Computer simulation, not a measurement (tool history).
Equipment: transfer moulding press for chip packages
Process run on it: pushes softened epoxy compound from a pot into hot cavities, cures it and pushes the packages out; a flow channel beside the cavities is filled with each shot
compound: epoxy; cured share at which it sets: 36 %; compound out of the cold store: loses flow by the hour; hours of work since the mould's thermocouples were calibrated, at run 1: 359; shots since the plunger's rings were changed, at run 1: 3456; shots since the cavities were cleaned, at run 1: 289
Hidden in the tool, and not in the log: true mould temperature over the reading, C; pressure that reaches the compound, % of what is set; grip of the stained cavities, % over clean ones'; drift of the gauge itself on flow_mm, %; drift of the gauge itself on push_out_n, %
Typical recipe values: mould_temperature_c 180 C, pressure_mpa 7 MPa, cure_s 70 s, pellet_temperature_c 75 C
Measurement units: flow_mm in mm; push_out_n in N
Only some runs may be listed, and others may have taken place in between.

run   hour  mould_temperature_c  pressure_mpa  cure_s  pellet_temperature_c  hours of work since the mould's thermocouples were calibrated  shots since the plunger's rings were changed  shots since the cavities were cleaned  incoming compound's hours out of the cold store  flow_mm  push_out_n
  1      0                  180             7      70                    75                                                            359                                          3456                                    289                                             46.5      861         755
  2    9.3                  180             7      70                    75                                                            366                                          3606                                    439                                             44.7      862         887
  3   20.3                  180             7      70                    75                                                            374                                          3784                                    617                                             10.8      953        1061
  4   25.7                  180             7      70                    75                                                            378                                          3870                                    703                                             30.3      893        1046
  5     34                  180             7      70                    75                                                            384                                          4004                                    837                                             45.7      854        1104
        36  -- cavities cleaned with cleaning compound and waxed
  6   42.8                  180             7      70                    75                                                            390                                          4123                                    110                                             14.3      908        1415
  7   49.3                  180             7      70                    75                                                            395                                          4227                                    214                                             15.9      920        1340
  8     60                  180             7      70                    75                                                            403                                          4400                                    387                                               22      897        1235
  9     69                  180             7      70                    75                                                            410                                          4544                                    531                                             14.6      896        1285
 10   80.9                  180             7      70                    75                                                            419                                          4736                                    723                                             42.4      855        1136
 11   88.2                  180             7      70                    75                                                            424                                          4855                                    842                                             19.7      883        1283
      90.3  -- cavities cleaned with cleaning compound and waxed
     103.1  -- cavities cleaned with cleaning compound and waxed, once more
 12  103.1                  180             7      70                    75                                                            433                                          5046                                      0                                             41.6      845         517
 13  114.5                  180             7      70                    75                                                            442                                          5230                                    184                                             45.5      826         715
 14  126.5                  180             7      85                    75                                                            451                                          5423                                    377                                               46      816         693
 15  137.5                  180             7      73                    75                                                            460                                          5601                                    555                                             31.8      850         928
     147.1  -- plunger's sealing rings changed
 16  148.7                  180             7      70                    76                                                            466                                            25                                    695                                             18.6     1002        1090
 17  154.8                  180             7      70                    76                                                            471                                           124                                    794                                             24.5      984        1108
     160.5  -- cavities cleaned with cleaning compound and waxed
 18  163.5                  180             7      70                    76                                                            476                                           239                                     48                                             25.8      988         604
 19    172                  186             7      70                    72                                                            483                                           376                                    185                                               15      986         582
 20  177.2                  186          5.51      71                    72                                                            487                                           460                                    269                                             40.2      827         644
 21  186.9                  186          5.51      71                    72                                                            494                                           616                                    425                                               12      875         706
 22  196.3                  186          5.51      72                    72                                                            501                                           768                                    577                                             40.4      828         739
 23  205.7                  181          5.51      73                    68                                                            508                                           920                                    729                                             44.4      823         897
 24    212                  181          8.21      73                    68                                                            513                                          1021                                    830                                             11.5     1085        1004
     215.5  -- cavities cleaned with cleaning compound and waxed
 25    221                  181          6.47      84                    68                                                            519                                          1143                                     90                                             17.5      930         496
 26    230                  173          7.47      71                    66                                                            526                                          1288                                    235                                             11.7     1051        1443
 27  235.5                  173          7.47      71                    66                                                            530                                          1376                                    323                                             36.1      991        1506
 28  244.5                  174          7.51      70                    66                                                            537                                          1521                                    468                                              8.9     1069        1642
 29  251.2                  174          7.51      70                    66                                                            542                                          1630                                    577                                             18.7     1033        1688

The logged runs with the hidden state left out (each run's random variation unchanged):
run  flow_mm  push_out_n
  1      932         467
  2      935         475
  3     1038         514
  4      975         495
  5      937         504
  6      998         517
  7     1014         501
  8      992         477
  9      995         505
 10      953         453
 11      988         514
 12      950         495
 13      933         461
 14      927         376
 15      970         450
 16     1002         502
 17      984         495
 18      991         493
 19      993         384
 20      833         388
 21      884         373
 22      839         365
 23      837         406
 24     1105         448
 25      950         386
 26     1076         871
 27     1016         833
 28     1099         814
 29     1065         792
